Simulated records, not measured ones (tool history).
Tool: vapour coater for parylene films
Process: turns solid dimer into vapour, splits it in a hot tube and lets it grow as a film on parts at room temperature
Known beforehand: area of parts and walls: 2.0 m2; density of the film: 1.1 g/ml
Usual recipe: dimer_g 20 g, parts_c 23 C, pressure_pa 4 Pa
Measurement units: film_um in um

{"run": 1, "hour": 0.0, "dimer_g": 20, "parts_c": 23, "pressure_pa": 4, "film_um": 4.8}
{"run": 2, "hour": 33.1, "dimer_g": 20, "parts_c": 23, "pressure_pa": 4, "film_um": 4.83}
{"run": 3, "hour": 68.3, "dimer_g": 20, "parts_c": 26, "pressure_pa": 4, "film_um": 4.22}
{"run": 4, "hour": 95.3, "dimer_g": 20, "parts_c": 26, "pressure_pa": 4, "film_um": 4.23}
{"run": 5, "hour": 117.4, "dimer_g": 20, "parts_c": 23, "pressure_pa": 4, "film_um": 4.61}
{"run": 6, "hour": 156.6, "dimer_g": 20, "parts_c": 23, "pressure_pa": 4, "film_um": 4.49}
{"run": 7, "hour": 177.1, "dimer_g": 20, "parts_c": 28, "pressure_pa": 4, "film_um": 3.91}
{"hour": 182.8, "done": "trap's valve overhauled"}
{"run": 8, "hour": 200.6, "dimer_g": 20, "parts_c": 28, "pressure_pa": 4, "film_um": 4.31}
{"run": 9, "hour": 236.6, "dimer_g": 20, "parts_c": 28, "pressure_pa": 4, "film_um": 4.22}
{"run": 10, "hour": 270.0, "dimer_g": 20, "parts_c": 23, "pressure_pa": 4, "film_um": 4.88}
{"run": 11, "hour": 307.7, "dimer_g": 20, "parts_c": 23, "pressure_pa": 5.15, "film_um": 4.54}
{"run": 12, "hour": 347.1, "dimer_g": 20, "parts_c": 23, "pressure_pa": 9.31, "film_um": 3.92}
{"run": 13, "hour": 383.2, "dimer_g": 20, "parts_c": 23, "pressure_pa": 5.46, "film_um": 4.3}
{"run": 14, "hour": 402.1, "dimer_g": 20, "parts_c": 23, "pressure_pa": 5.46, "film_um": 4.36}
{"run": 15, "hour": 422.4, "dimer_g": 20, "parts_c": 23, "pressure_pa": 4, "film_um": 4.6}
{"run": 16, "hour": 461.7, "dimer_g": 20, "parts_c": 23, "pressure_pa": 4, "film_um": 4.56}
{"run": 17, "hour": 490.1, "dimer_g": 20, "parts_c": 23, "pressure_pa": 4, "film_um": 4.56}
{"hour": 511.0, "done": "trap's valve overhauled"}
{"run": 18, "hour": 512.1, "dimer_g": 20, "parts_c": 25, "pressure_pa": 4, "film_um": 4.75}
{"run": 19, "hour": 550.4, "dimer_g": 20, "parts_c": 25, "pressure_pa": 4, "film_um": 4.64}
{"run": 20, "hour": 575.6, "dimer_g": 20, "parts_c": 25, "pressure_pa": 4, "film_um": 4.58}
{"run": 21, "hour": 597.3, "dimer_g": 20, "parts_c": 25, "pressure_pa": 4, "film_um": 4.58}
{"run": 22, "hour": 620.2, "dimer_g": 20, "parts_c": 23, "pressure_pa": 4, "film_um": 4.85}
{"run": 23, "hour": 657.6, "dimer_g": 20, "parts_c": 30, "pressure_pa": 4, "film_um": 3.87}
{"run": 24, "hour": 696.1, "dimer_g": 20, "parts_c": 22, "pressure_pa": 4, "film_um": 4.8}
{"run": 25, "hour": 720.5, "dimer_g": 20, "parts_c": 22, "pressure_pa": 4, "film_um": 4.81}
{"run": 26, "hour": 740.0, "dimer_g": 12, "parts_c": 23, "pressure_pa": 4.4, "film_um": 2.75}
{"run": 27, "hour": 776.2, "dimer_g": 29, "parts_c": 21, "pressure_pa": 11.64, "film_um": 5.63}
{"run": 28, "hour": 814.5, "dimer_g": 22, "parts_c": 23, "pressure_pa": 4, "film_um": 5.01}
{"hour": 838.0, "done": "trap's valve overhauled"}
{"run": 29, "hour": 844.8, "dimer_g": 20, "parts_c": 18, "pressure_pa": 4, "film_um": 5.84}
{"run": 30, "hour": 865.4, "dimer_g": 20, "parts_c": 18, "pressure_pa": 4, "film_um": 5.7}
{"run": 31, "hour": 899.7, "dimer_g": 23, "parts_c": 31, "pressure_pa": 11.4, "film_um": 3.47}
{"run": 32, "hour": 936.5, "dimer_g": 23, "parts_c": 31, "pressure_pa": 11.4, "film_um": 3.48}
{"run": 33, "hour": 967.0, "dimer_g": 9, "parts_c": 23, "pressure_pa": 3.74, "film_um": 2.18}
{"run": 34, "hour": 993.2, "dimer_g": 8, "parts_c": 16, "pressure_pa": 5.23, "film_um": 2.2}
{"run": 35, "hour": 1016.4, "dimer_g": 19, "parts_c": 17, "pressure_pa": 5.53, "film_um": 4.88}
{"run": 36, "hour": 1034.0, "dimer_g": 20, "parts_c": 31, "pressure_pa": 4, "film_um": 3.76}
{"run": 37, "hour": 1051.3, "dimer_g": 24, "parts_c": 24, "pressure_pa": 3.94, "film_um": 5.37}
{"run": 38, "hour": 1080.6, "dimer_g": 24, "parts_c": 24, "pressure_pa": 3.94, "film_um": 5.45}
{"run": 39, "hour": 1100.3, "dimer_g": 23, "parts_c": 26, "pressure_pa": 10.47, "film_um": 3.88}
{"run": 40, "hour": 1122.2, "dimer_g": 16, "parts_c": 16, "pressure_pa": 4, "film_um": 4.56}
{"run": 41, "hour": 1156.1, "dimer_g": 16, "parts_c": 16, "pressure_pa": 4, "film_um": 4.48}
{"hour": 1164.1, "done": "trap's valve overhauled"}
{"run": 42, "hour": 1188.4, "dimer_g": 16, "parts_c": 16, "pressure_pa": 4, "film_um": 4.88}
{"run": 43, "hour": 1212.7, "dimer_g": 13, "parts_c": 16, "pressure_pa": 9.33, "film_um": 3.21}
{"run": 44, "hour": 1230.1, "dimer_g": 35, "parts_c": 23, "pressure_pa": 6.35, "film_um": 7.67}
{"run": 45, "hour": 1254.7, "dimer_g": 35, "parts_c": 23, "pressure_pa": 6.35, "film_um": 7.56}
{"run": 46, "hour": 1273.0, "dimer_g": 20, "parts_c": 23, "pressure_pa": 6.35, "film_um": 4.27}
{"run": 47, "hour": 1289.5, "dimer_g": 20, "parts_c": 22, "pressure_pa": 4.07, "film_um": 4.89}
{"run": 48, "hour": 1323.7, "dimer_g": 20, "parts_c": 33, "pressure_pa": 2.03, "film_um": 4.06}

Forecast each of these 3 alternatives for the next run:
{"run": "A", "hour": 1356.9, "dimer_g": 9, "parts_c": 19, "pressure_pa": 4, "film_um": "?"}
{"run": "B", "hour": 1356.9, "dimer_g": 13, "parts_c": 33, "pressure_pa": 7.94, "film_um": "?"}
{"run": "C", "hour": 1356.9, "dimer_g": 29, "parts_c": 23, "pressure_pa": 4, "film_um": "?"}

run=A film_um=2.39
run=B film_um=1.91
run=C film_um=6.7
With the hidden condition removed and each run's random variation left untouched, the same runs would have given:
run=A film_um=2.59
run=B film_um=2.07
run=C film_um=7.27
